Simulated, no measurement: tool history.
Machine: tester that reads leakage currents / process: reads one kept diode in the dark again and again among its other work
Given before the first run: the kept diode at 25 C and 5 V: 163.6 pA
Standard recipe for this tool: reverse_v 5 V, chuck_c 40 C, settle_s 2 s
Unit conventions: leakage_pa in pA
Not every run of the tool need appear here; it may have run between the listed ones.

| run | day | reverse_v | chuck_c | settle_s | leakage_pa |
|---|---|---|---|---|---|
| 1 | 0 | 5 | 40 | 2 | 626.37 |
| 2 | 2.775 | 12.84 | 40 | 2 | 974.87 |
| 3 | 4.721 | 12.84 | 40 | 2 | 980.44 |
| 4 | 7.558 | 5 | 40 | 2 | 628.12 |
| 5 | 8.829 | 5 | 40 | 2 | 630.6 |
| 6 | 10.988 | 5 | 40 | 2 | 630.99 |
| 7 | 12.288 | 5 | 40 | 2 | 631.23 |
| 8 | 13.55 | 5 | 40 | 2.09 | 628.91 |
| 9 | 16.4 | 5 | 40 | 2.09 | 630.65 |
| 10 | 18.992 | 5 | 40 | 2.09 | 631.64 |
| 11 | 20.575 | 5 | 40 | 0.44 | 634.54 |
| 12 | 23.371 | 5 | 24 | 0.44 | 156.75 |
| 13 | 25.35 | 4.21 | 33 | 9.32 | 319.1 |
| 14 | 28.121 | 4.21 | 33 | 9.32 | 318.89 |
| 15 | 29.508 | 5 | 40 | 0.82 | 638 |
| 16 | 30.829 | 3.59 | 26 | 0.39 | 160.64 |
| 17 | 32.167 | 1.37 | 26 | 0.39 | 101.65 |
| 18 | 33.458 | 5 | 40 | 0.73 | 637.02 |
| 19 | 36.179 | 5 | 40 | 0.73 | 642.1 |
| 20 | 38.529 | 3.62 | 45 | 2 | 833.2 |
| 21 | 40.788 | 3.54 | 40 | 2 | 544.09 |
| 22 | 42.092 | 3.54 | 40 | 2 | 542.37 |

Branching from run 22: 5 alternative next runs. What would each branch give?
| A | 43.775 | 5 | 40 | 3.81 | ? |
| B | 43.775 | 3.54 | 26 | 0.37 | ? |
| C | 43.775 | 4.99 | 40 | 2 | ? |
| D | 43.775 | 3.54 | 40 | 0.47 | ? |
| E | 43.775 | 8.14 | 40 | 2.48 | ? |

| run | leakage_pa |
|---|---|
| A | 641.82 |
| B | 161.46 |
| C | 641.45 |
| D | 548.68 |
| E | 804.66 |
Take away the tool's hidden state, keep each run's random variation, and the runs would have read:
| run | leakage_pa |
|---|---|
| A | 627.32 |
| B | 156.16 |
| C | 626.97 |
| D | 536.8 |
| E | 785.27 |

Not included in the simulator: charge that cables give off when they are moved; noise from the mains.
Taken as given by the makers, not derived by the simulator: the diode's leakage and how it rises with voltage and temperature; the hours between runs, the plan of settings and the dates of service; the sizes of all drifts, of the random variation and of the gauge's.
